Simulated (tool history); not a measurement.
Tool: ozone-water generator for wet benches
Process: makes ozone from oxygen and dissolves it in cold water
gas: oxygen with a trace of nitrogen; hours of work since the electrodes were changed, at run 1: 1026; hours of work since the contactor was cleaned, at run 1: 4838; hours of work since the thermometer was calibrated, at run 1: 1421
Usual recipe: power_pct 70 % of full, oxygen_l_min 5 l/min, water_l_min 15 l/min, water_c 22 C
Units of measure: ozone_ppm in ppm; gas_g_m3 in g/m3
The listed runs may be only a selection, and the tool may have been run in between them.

run	hour	power_pct	oxygen_l_min	water_l_min	water_c	hours of work since the electrodes were changed	hours of work since the contactor was cleaned	hours of work since the thermometer was calibrated	ozone_ppm	gas_g_m3
1	0	70	5	15	22	1026	4838	1421	29.1	270.4
2	30.1	70	5	13	22	1050	4862	1444	31.8	268.2
3	80.4	70	5	13	22	1089	4901	1484	31.8	269.6
4	135.8	70	5	13	22	1133	4945	1527	32	269.4
5	161.5	70	5	13	22	1153	4965	1547	32.4	268.1
6	200.3	70	5	15	22	1183	4995	1578	28.7	269.8
7	246.6	70	5	15	22	1220	5031	1614	29.2	268.7
8	274.6	70	5	19	22	1242	5053	1636	24.5	270.7
9	324.3	70	5	19	22	1280	5092	1675	24	267.5
10	385.8	70	5	19	22	1329	5140	1723	24.3	267.2
11	440.8	70	5	19	22	1372	5184	1766	24.2	267.2
12	490.2	70	5	24	27	1411	5222	1805	18.8	267.1
13	548.4	70	5	24	27	1456	5268	1850	18.9	265.5
14	576.8	70	3.93	12	30	1478	5290	1873	30.4	312.7
15	616.5	70	3.93	12	30	1509	5321	1904	30.4	313.7
16	649.2	44	7.31	15	17	1535	5347	1929	21.3	155.4
17	701	60	4.56	13	17	1576	5387	1970	32	257.6
18	755.5	70	5	21	22	1618	5430	2013	22.4	268.2

4 options for the next run, each taken on its own from the tool as it stands now. Forecast them:
A	796.3	70	3.27	13	14	1650	5462	2045	?	?
B	796.3	61	5	12	18	1650	5462	2045	?	?
C	796.3	79	4.91	21	29	1650	5462	2045	?	?
D	796.3	70	2.67	10	24	1650	5462	2045	?	?

run	ozone_ppm	gas_g_m3
A	38.2	347.6
B	32.8	247.2
C	21.7	291.2
D	40.8	403.6
Had the tool no hidden state, the same runs would have come out as:
run	ozone_ppm	gas_g_m3
A	41.2	358.4
B	35.3	254.2
C	23.7	300.9
D	43.8	416.1

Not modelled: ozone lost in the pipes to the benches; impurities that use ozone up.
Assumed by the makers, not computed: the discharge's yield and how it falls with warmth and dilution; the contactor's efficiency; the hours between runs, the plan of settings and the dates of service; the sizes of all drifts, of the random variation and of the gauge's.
